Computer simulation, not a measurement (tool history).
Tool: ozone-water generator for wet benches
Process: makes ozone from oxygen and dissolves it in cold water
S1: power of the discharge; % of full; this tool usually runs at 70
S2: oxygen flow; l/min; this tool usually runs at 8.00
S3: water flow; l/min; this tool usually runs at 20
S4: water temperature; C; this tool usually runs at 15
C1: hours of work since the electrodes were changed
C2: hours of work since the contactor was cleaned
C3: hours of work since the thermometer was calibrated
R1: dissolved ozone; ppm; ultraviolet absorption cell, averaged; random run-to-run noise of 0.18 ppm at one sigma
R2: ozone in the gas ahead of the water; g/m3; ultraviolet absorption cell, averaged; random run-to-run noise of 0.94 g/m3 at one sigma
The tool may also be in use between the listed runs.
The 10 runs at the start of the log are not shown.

run    hour   S1     S2  S3  S4    C1    C2   C3    R1     R2
 11   402.3   70   8.00  12  15   846  4188  244  32.2  160.7
 12   440.0   70   8.00  20  15   870  4211  267  23.9  159.5
 13   483.9   70   4.86  20  15   897  4239  295  23.4  203.6
 14   515.7   70   4.86  20  15   917  4259  315  23.5  202.7
 15   565.0   70   4.86  20  15   949  4291  347  23.7  206.4
 16   597.3   70   4.86  20  15   969  4311  367  23.7  202.6
 17   622.7   70   4.86  20  15   985  4327  383  23.7  203.5
 18   670.0   45   4.98  27  17  1015  4357  413  13.0  146.1
 19   699.7   45  10.38  22  17  1034  4376  432  15.2  102.3
 20   755.0   45  10.38  22  17  1069  4411  467  15.4  100.3
 21   798.5   45  10.38  22  17  1097  4438  494  15.7  101.7
 22   843.2   60   5.92  13  15  1125  4467  523  27.9  165.7
 23   892.7   60   5.92  13  15  1156  4498  554  28.6  163.4
 24   948.4   60  12.19  13  15  1191  4533  589  25.7  115.2
 25   984.2   60  12.19  13  15  1214  4556  612  25.3  116.5
 26  1039.1   60  12.19  13  15  1249  4591  647  25.6  116.3
 27  1075.3   70  10.03  23  15  1272  4614  670  22.0  142.4
 28  1129.7   70  10.03  23  15  1306  4648  704  21.8  142.7
 29  1182.8  100   8.00  24  16  1340  4682  738  27.2  209.2
 30  1232.7   70   4.92  25  15  1372  4713  769  19.9  201.8
 31  1282.1   66   5.35  21  20  1403  4745  801  20.4  185.2
 32  1309.7   66   5.35  18   8  1420  4762  818  27.2  185.5
 33  1335.7   66   5.35  18   8  1437  4779  835  27.1  186.1
 34  1379.3   58   5.35  20  12  1464  4806  862  21.6  169.1

3 ways to go on from here, each from the tool as it stands after run 34. What would each give?
  A  1428.4  61  5.35  20  12  1495  4837  893   ?   ?
  B  1428.4  58  8.18  20  12  1495  4837  893   ?   ?
  C  1428.4  70  7.36  20  12  1495  4837  893   ?   ?

run    R1     R2
  A  22.4  176.6
  B  21.9  135.6
  C  25.3  165.5
Without the tool's hidden state the same runs would have given:
run    R1     R2
  A  22.4  176.7
  B  21.9  135.7
  C  25.3  165.6
